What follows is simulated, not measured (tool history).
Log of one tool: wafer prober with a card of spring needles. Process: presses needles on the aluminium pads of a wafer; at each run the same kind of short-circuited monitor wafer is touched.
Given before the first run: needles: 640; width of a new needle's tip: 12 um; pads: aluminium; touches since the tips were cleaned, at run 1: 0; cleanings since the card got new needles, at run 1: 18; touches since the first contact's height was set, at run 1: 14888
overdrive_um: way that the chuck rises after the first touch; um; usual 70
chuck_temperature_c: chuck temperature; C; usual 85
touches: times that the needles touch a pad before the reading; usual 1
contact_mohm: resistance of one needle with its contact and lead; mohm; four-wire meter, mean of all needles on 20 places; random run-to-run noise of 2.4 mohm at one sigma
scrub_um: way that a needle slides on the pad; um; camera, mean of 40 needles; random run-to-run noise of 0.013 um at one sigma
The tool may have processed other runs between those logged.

run   hour  overdrive_um  chuck_temperature_c  touches  touches since the tips were cleaned  cleanings since the card got new needles  touches since the first contact's height was set  contact_mohm  scrub_um
  1      0            70                   85        1                                    0                                        18                                             14888           276       9.6
  2    8.8            70                   28        1                                 2773                                        18                                             17661           266      9.59
  3   18.7            70                   48        1                                 5908                                        18                                             20796           279      9.61
      28.1  -- tips cleaned on abrasive film
  4   31.1            70                   48        1                                  928                                        19                                             24653           270      9.56
  5   41.7            70                   48        1                                 4302                                        19                                             28027           275      9.59
  6   49.8            70                   66        1                                 6853                                        19                                             30578           285      9.55
      56.8  -- tips cleaned on abrasive film
  7   60.9            70                   85        3                                 1311                                        20                                             34052           276      9.58
  8   76.5            70                   62        1                                 6234                                        20                                             38975           287      9.57
      85.1  -- tips cleaned on abrasive film
  9   87.9            70                   85        1                                  896                                        21                                             42539           279      9.55
 10   99.3            70                   85        1                                 4466                                        21                                             46109           287      9.57
     114.2  -- tips cleaned on abrasive film
 11  114.2            70                   85        1                                    0                                        22                                             50788           276      9.56
 12  121.4            70                   85        1                                 2280                                        22                                             53068           283      9.55
 13  135.9            70                   85        1                                 6842                                        22                                             57630           290      9.53
     142.3  -- tips cleaned on abrasive film
 14  151.5            70                   85        1                                 2901                                        23                                             62519           287      9.53
 15  161.2            70                   85        1                                 5975                                        23                                             65593           286      9.52
     170.7  -- tips cleaned on abrasive film
 16  174.1            70                   85        1                                 1085                                        24                                             69638           279      9.51
 17  187.6            70                   85        1                                 5342                                        24                                             73895           280      9.52
 18  195.6            70                   85        1                                 7855                                        24                                             76408           289      9.51
     199.5  -- tips cleaned on abrasive film
 19  203.9            90                   28        2                                 1377                                        25                                             78988           259     12.23
 20  219.1            78                   39        2                                 6189                                        25                                             83800           266     10.61
     228.1  -- tips cleaned on abrasive film
 21    230            78                   39        2                                  585                                        26                                             87185           263     10.56
 22  241.8            78                   39        2                                 4334                                        26                                             90934           266     10.61

Run 23, settings as shown, results not yet in. Your forecast:
 23  254.9            70                   39        2                                 8441                                        26                                             95041             ?         ?

{"run 23": {"contact_mohm": 271, "scrub_um": 9.48}}
Were there no unlogged condition in the tool, this run, its random variation unchanged, would have produced contact_mohm 261 mohm, scrub_um 9.6 um.
